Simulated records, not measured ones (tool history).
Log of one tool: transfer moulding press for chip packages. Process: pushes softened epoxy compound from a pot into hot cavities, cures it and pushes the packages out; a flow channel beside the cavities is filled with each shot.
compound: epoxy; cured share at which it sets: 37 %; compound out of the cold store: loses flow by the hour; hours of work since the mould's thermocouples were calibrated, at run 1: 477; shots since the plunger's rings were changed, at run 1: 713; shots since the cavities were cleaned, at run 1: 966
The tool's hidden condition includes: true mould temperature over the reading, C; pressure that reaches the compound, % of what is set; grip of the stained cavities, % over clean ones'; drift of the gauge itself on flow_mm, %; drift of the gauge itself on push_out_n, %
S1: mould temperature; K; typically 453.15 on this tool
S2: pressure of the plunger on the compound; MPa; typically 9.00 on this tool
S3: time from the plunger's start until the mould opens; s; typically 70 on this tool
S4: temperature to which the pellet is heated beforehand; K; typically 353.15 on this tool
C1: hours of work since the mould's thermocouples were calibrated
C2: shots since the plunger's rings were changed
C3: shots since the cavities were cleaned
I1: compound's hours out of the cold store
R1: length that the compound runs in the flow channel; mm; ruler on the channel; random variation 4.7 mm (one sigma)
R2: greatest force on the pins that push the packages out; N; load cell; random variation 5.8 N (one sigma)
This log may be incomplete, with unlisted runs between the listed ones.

| run | hour | S1 | S2 | S3 | S4 | C1 | C2 | C3 | I1 | R1 | R2 |
|---|---|---|---|---|---|---|---|---|---|---|---|
| 1 | 0.0 | 453.15 | 9.00 | 70 | 353.15 | 477 | 713 | 966 | 41.4 | 773 | 206 |
|  | 4.1 | cavities cleaned with cleaning compound and waxed |
| 2 | 16.7 | 453.15 | 9.00 | 70 | 353.15 | 487 | 987 | 228 | 14.7 | 875 | 230 |
| 3 | 29.3 | 453.15 | 9.00 | 52 | 353.15 | 495 | 1212 | 453 | 38.7 | 786 | 469 |
| 4 | 46.7 | 448.15 | 9.00 | 70 | 353.15 | 507 | 1526 | 767 | 8.6 | 923 | 321 |
| 5 | 59.0 | 453.15 | 9.00 | 70 | 353.15 | 515 | 1747 | 988 | 36.7 | 793 | 223 |
|  | 62.0 | cavities cleaned with cleaning compound and waxed |
| 6 | 75.2 | 453.15 | 9.00 | 70 | 348.15 | 525 | 2011 | 237 | 11.5 | 878 | 228 |
| 7 | 86.5 | 453.15 | 9.00 | 70 | 348.15 | 532 | 2214 | 440 | 28.6 | 816 | 228 |
| 8 | 95.6 | 453.15 | 9.00 | 70 | 348.15 | 538 | 2378 | 604 | 14.7 | 881 | 238 |
| 9 | 104.8 | 453.15 | 9.00 | 70 | 348.15 | 544 | 2542 | 768 | 8.4 | 892 | 239 |
|  | 120.0 | cavities cleaned with cleaning compound and waxed |
| 10 | 123.2 | 453.15 | 9.00 | 70 | 351.15 | 556 | 2847 | 57 | 29.0 | 827 | 218 |
| 11 | 133.4 | 453.15 | 9.00 | 70 | 353.15 | 563 | 3031 | 241 | 19.5 | 845 | 221 |
| 12 | 149.8 | 453.15 | 9.19 | 70 | 353.15 | 573 | 3325 | 535 | 33.3 | 815 | 225 |
| 13 | 162.3 | 445.15 | 9.19 | 70 | 353.15 | 582 | 3550 | 760 | 20.2 | 886 | 387 |
|  | 177.8 | cavities cleaned with cleaning compound and waxed |
| 14 | 179.6 | 445.15 | 9.19 | 70 | 353.15 | 592 | 3833 | 31 | 21.0 | 883 | 374 |
| 15 | 193.1 | 459.15 | 7.83 | 61 | 356.15 | 601 | 4076 | 274 | 41.5 | 701 | 207 |
| 16 | 208.9 | 454.15 | 10.86 | 58 | 354.15 | 612 | 4361 | 559 | 14.5 | 964 | 346 |
| 17 | 226.8 | 454.15 | 10.86 | 58 | 354.15 | 624 | 4681 | 879 | 8.9 | 984 | 348 |
|  | 235.7 | cavities cleaned with cleaning compound and waxed |
| 18 | 241.8 | 454.15 | 9.00 | 70 | 353.15 | 633 | 4924 | 109 | 41.5 | 771 | 199 |
|  | 245.5 | plunger's sealing rings changed |
| 19 | 253.5 | 453.15 | 9.00 | 70 | 352.15 | 639 | 146 | 276 | 16.0 | 868 | 223 |
| 20 | 268.3 | 453.15 | 9.00 | 70 | 352.15 | 649 | 411 | 541 | 12.5 | 891 | 234 |
| 21 | 281.9 | 448.15 | 8.44 | 63 | 346.15 | 658 | 656 | 786 | 35.4 | 776 | 389 |
|  | 296.5 | cavities cleaned with cleaning compound and waxed |
| 22 | 297.1 | 448.15 | 8.44 | 99 | 354.15 | 667 | 902 | 11 | 35.3 | 783 | 173 |
| 23 | 311.3 | 448.15 | 8.44 | 79 | 354.15 | 676 | 1157 | 266 | 16.0 | 863 | 229 |
| 24 | 320.9 | 448.15 | 8.44 | 79 | 354.15 | 683 | 1329 | 438 | 14.2 | 873 | 228 |
| 25 | 338.9 | 453.15 | 8.33 | 108 | 344.15 | 695 | 1653 | 762 | 37.9 | 756 | 165 |
| 26 | 348.6 | 453.15 | 6.90 | 70 | 353.15 | 701 | 1828 | 937 | 34.4 | 704 | 222 |
|  | 354.3 | cavities cleaned with cleaning compound and waxed |
| 27 | 370.2 | 453.15 | 9.57 | 70 | 348.15 | 715 | 2189 | 286 | 14.0 | 900 | 238 |

What if the next run were any one of these 3? Each begins from the tool's condition after run 27:
| A | 380.1 | 456.15 | 9.57 | 70 | 356.15 | 721 | 2366 | 463 | 33.1 | ? | ? |
| B | 380.1 | 453.15 | 9.00 | 51 | 353.15 | 721 | 2366 | 463 | 21.5 | ? | ? |
| C | 380.1 | 453.15 | 9.00 | 70 | 358.15 | 721 | 2366 | 463 | 9.0 | ? | ? |

| run | R1 | R2 |
|---|---|---|
| A | 822 | 191 |
| B | 845 | 522 |
| C | 904 | 229 |
Without the tool's unlogged condition, the same runs would have read:
| run | R1 | R2 |
|---|---|---|
| A | 822 | 189 |
| B | 846 | 516 |
| C | 905 | 226 |

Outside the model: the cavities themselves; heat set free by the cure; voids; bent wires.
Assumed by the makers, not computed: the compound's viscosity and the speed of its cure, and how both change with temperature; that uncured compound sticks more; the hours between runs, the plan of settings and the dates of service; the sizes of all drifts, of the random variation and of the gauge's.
